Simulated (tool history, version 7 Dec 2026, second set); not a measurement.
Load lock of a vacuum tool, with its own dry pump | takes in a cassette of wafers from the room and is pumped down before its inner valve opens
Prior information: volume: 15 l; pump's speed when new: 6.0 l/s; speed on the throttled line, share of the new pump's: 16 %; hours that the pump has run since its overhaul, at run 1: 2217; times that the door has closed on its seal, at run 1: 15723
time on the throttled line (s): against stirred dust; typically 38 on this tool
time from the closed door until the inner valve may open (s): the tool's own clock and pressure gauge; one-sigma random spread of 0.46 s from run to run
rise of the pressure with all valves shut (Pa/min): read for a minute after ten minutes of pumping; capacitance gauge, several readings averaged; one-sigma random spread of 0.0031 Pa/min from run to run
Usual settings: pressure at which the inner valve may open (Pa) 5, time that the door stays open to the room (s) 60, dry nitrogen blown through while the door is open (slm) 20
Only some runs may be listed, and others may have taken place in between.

run    hour  time on the throttled line (s)  pressure at which the inner valve may open (Pa)  time that the door stays open to the room (s)  dry nitrogen blown through while the door is open (slm)  hours that the pump has run since its overhaul  times that the door has closed on its seal  incoming humidity of the room's air, %  time from the closed door until the inner valve may open (s)  rise of the pressure with all valves shut (Pa/min)
  1     0.0                              38                                                5                                             60                                                       20                                            2217                                       15723                                    44.7                                                          58.5                                               0.106
  2   140.3                              38                                                5                                             60                                                        4                                            2357                                       15951                                    42.4                                                          58.5                                               0.138
  3   223.0                              38                                                5                                             60                                                        4                                            2440                                       16086                                    46.9                                                          58.8                                               0.144
  4   373.1                              38                                                5                                             60                                                       20                                            2590                                       16330                                    41.5                                                          58.7                                               0.106
  5   491.4                              38                                                5                                             60                                                       42                                            2708                                       16523                                    45.2                                                          59.3                                               0.091
  6   587.0                              38                                                5                                             60                                                       42                                            2804                                       16679                                    42.5                                                          57.4                                               0.095
  7   672.5                              38                                                6                                             60                                                       20                                            2889                                       16818                                    42.3                                                          57.8                                               0.102
  8   790.8                              38                                                5                                             60                                                       20                                            3008                                       17011                                    47.2                                                          58.7                                               0.115
  9   914.2                              38                                                5                                             60                                                       20                                            3131                                       17212                                    48.6                                                          58.0                                               0.118
 10  1023.2                              38                                                5                                             65                                                       20                                            3240                                       17390                                    47.8                                                          58.2                                               0.118
 11  1170.5                              38                                                5                                             65                                                       20                                            3387                                       17630                                    45.7                                                          58.4                                               0.116
 12  1317.9                              38                                                5                                             65                                                       20                                            3535                                       17870                                    45.8                                                          59.4                                               0.118
 13  1409.6                              43                                                5                                             60                                                       20                                            3626                                       18019                                    46.6                                                          62.9                                               0.111
 14  1549.6                              23                                                4                                            156                                                       20                                            3766                                       18247                                    44.4                                                          46.9                                               0.138
 15  1705.5                              23                                                4                                            156                                                       20                                            3922                                       18501                                    43.0                                                          47.7                                               0.142
 16  1781.9                              23                                                4                                            156                                                       20                                            3999                                       18625                                    46.7                                                          47.0                                               0.151
 17  1928.7                              38                                                9                                             60                                                       39                                            4145                                       18865                                    45.5                                                          57.1                                               0.112
 18  2056.6                              38                                                9                                             60                                                       39                                            4273                                       19073                                    43.6                                                          56.8                                               0.111
 19  2198.6                              48                                                5                                             60                                                       20                                            4415                                       19304                                    43.6                                                          67.5                                               0.124
 20  2294.4                              38                                                5                                            218                                                       20                                            4511                                       19460                                    45.0                                                          59.3                                               0.166
 21  2400.3                              38                                                5                                            218                                                       20                                            4617                                       19633                                    46.2                                                          59.0                                               0.173
 22  2530.4                              46                                                5                                             26                                                       20                                            4747                                       19845                                    41.0                                                          65.4                                               0.109
 23  2615.7                              46                                                5                                             26                                                       20                                            4832                                       19984                                    48.0                                                          65.6                                               0.118
 24  2749.1                              38                                                5                                             36                                                       20                                            4966                                       20201                                    46.2                                                          58.6                                               0.117
 25  2834.5                              38                                                5                                             36                                                       20                                            5051                                       20340                                    51.6                                                          58.8                                               0.119

What if the next run were any one of these 4? Each begins from the tool's condition after run 25:
  A  2948.6                              38                                                5                                            182                                                       39                                            5165                                       20526                                    44.6                                                             ?                                                   ?
  B  2948.6                              38                                                5                                             66                                                       28                                            5165                                       20526                                    45.9                                                             ?                                                   ?
  C  2948.6                              72                                                5                                             60                                                        5                                            5165                                       20526                                    46.5                                                             ?                                                   ?
  D  2948.6                              38                                                6                                             62                                                       25                                            5165                                       20526                                    44.9                                                             ?                                                   ?

run  time from the closed door until the inner valve may open (s)  rise of the pressure with all valves shut (Pa/min)
  A                                                          59.2                                               0.141
  B                                                          59.5                                               0.125
  C                                                          88.5                                               0.163
  D                                                          58.2                                               0.127
Without the tool's hidden state the same runs would have given:
run  time from the closed door until the inner valve may open (s)  rise of the pressure with all valves shut (Pa/min)
  A                                                          57.3                                               0.068
  B                                                          57.5                                               0.053
  C                                                          87.0                                               0.090
  D                                                          56.3                                               0.056

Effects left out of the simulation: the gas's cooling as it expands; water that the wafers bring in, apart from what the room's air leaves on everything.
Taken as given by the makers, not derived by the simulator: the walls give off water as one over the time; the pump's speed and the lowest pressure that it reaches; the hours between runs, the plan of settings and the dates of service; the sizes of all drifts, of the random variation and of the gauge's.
